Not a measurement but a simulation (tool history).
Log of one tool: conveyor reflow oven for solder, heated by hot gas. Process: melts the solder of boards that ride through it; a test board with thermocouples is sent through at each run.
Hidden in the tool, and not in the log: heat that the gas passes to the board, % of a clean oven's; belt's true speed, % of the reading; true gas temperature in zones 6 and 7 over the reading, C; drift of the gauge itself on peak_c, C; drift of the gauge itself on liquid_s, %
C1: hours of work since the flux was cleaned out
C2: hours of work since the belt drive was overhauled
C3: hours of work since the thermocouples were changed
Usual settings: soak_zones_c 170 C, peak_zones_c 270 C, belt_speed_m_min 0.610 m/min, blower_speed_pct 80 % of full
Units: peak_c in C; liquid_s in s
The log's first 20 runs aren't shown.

{"run": 21, "hour": 801.2, "soak_zones_c": 167, "peak_zones_c": 270, "belt_speed_m_min": 0.61, "blower_speed_pct": 86, "C1": 179, "C2": 660, "C3": 715, "peak_c": 259.9, "liquid_s": 55.6}
{"run": 22, "hour": 859.2, "soak_zones_c": 167, "peak_zones_c": 270, "belt_speed_m_min": 0.61, "blower_speed_pct": 86, "C1": 204, "C2": 684, "C3": 739, "peak_c": 259.4, "liquid_s": 54.7}
{"run": 23, "hour": 898.7, "soak_zones_c": 182, "peak_zones_c": 270, "belt_speed_m_min": 0.61, "blower_speed_pct": 60, "C1": 220, "C2": 700, "C3": 755, "peak_c": 255.0, "liquid_s": 56.7}
{"run": 24, "hour": 940.5, "soak_zones_c": 177, "peak_zones_c": 264, "belt_speed_m_min": 0.61, "blower_speed_pct": 80, "C1": 237, "C2": 718, "C3": 773, "peak_c": 253.8, "liquid_s": 55.1}
{"hour": 959.1, "done": "thermocouples of zones 6 and 7 changed"}
{"hour": 1002.2, "done": "flux residue cleaned out of gas plates and filters"}
{"run": 25, "hour": 1004.5, "soak_zones_c": 177, "peak_zones_c": 264, "belt_speed_m_min": 0.668, "blower_speed_pct": 80, "C1": 1, "C2": 741, "C3": 17, "peak_c": 251.2, "liquid_s": 48.7}
{"run": 26, "hour": 1057.1, "soak_zones_c": 177, "peak_zones_c": 264, "belt_speed_m_min": 0.668, "blower_speed_pct": 80, "C1": 23, "C2": 763, "C3": 39, "peak_c": 251.3, "liquid_s": 48.1}
{"run": 27, "hour": 1093.0, "soak_zones_c": 170, "peak_zones_c": 270, "belt_speed_m_min": 0.682, "blower_speed_pct": 80, "C1": 38, "C2": 778, "C3": 54, "peak_c": 254.8, "liquid_s": 47.4}
{"run": 28, "hour": 1145.2, "soak_zones_c": 170, "peak_zones_c": 270, "belt_speed_m_min": 0.682, "blower_speed_pct": 80, "C1": 60, "C2": 800, "C3": 75, "peak_c": 255.0, "liquid_s": 47.7}
{"run": 29, "hour": 1202.2, "soak_zones_c": 170, "peak_zones_c": 270, "belt_speed_m_min": 0.682, "blower_speed_pct": 80, "C1": 83, "C2": 824, "C3": 99, "peak_c": 255.2, "liquid_s": 47.4}
{"run": 30, "hour": 1239.7, "soak_zones_c": 174, "peak_zones_c": 283, "belt_speed_m_min": 0.519, "blower_speed_pct": 60, "C1": 99, "C2": 839, "C3": 115, "peak_c": 270.1, "liquid_s": 72.3}
{"run": 31, "hour": 1279.6, "soak_zones_c": 174, "peak_zones_c": 283, "belt_speed_m_min": 0.519, "blower_speed_pct": 60, "C1": 116, "C2": 856, "C3": 131, "peak_c": 269.7, "liquid_s": 72.8}
{"run": 32, "hour": 1328.3, "soak_zones_c": 174, "peak_zones_c": 283, "belt_speed_m_min": 0.519, "blower_speed_pct": 60, "C1": 136, "C2": 876, "C3": 152, "peak_c": 269.7, "liquid_s": 73.0}

Forecast each of these 3 alternatives for the next run:
{"run": "A", "hour": 1361.0, "soak_zones_c": 158, "peak_zones_c": 273, "belt_speed_m_min": 0.519, "blower_speed_pct": 60, "C1": 149, "C2": 890, "C3": 165, "peak_c": "?", "liquid_s": "?"}
{"run": "B", "hour": 1361.0, "soak_zones_c": 158, "peak_zones_c": 283, "belt_speed_m_min": 0.61, "blower_speed_pct": 57, "C1": 149, "C2": 890, "C3": 165, "peak_c": "?", "liquid_s": "?"}
{"run": "C", "hour": 1361.0, "soak_zones_c": 170, "peak_zones_c": 270, "belt_speed_m_min": 0.544, "blower_speed_pct": 59, "C1": 149, "C2": 890, "C3": 165, "peak_c": "?", "liquid_s": "?"}

run=A peak_c=258.6 liquid_s=61.2
run=B peak_c=260.1 liquid_s=51.9
run=C peak_c=255.8 liquid_s=60.2
Without the tool's hidden state the same runs would have given:
run=A peak_c=258.1 liquid_s=60.0
run=B peak_c=259.6 liquid_s=50.9
run=C peak_c=255.2 liquid_s=59.0

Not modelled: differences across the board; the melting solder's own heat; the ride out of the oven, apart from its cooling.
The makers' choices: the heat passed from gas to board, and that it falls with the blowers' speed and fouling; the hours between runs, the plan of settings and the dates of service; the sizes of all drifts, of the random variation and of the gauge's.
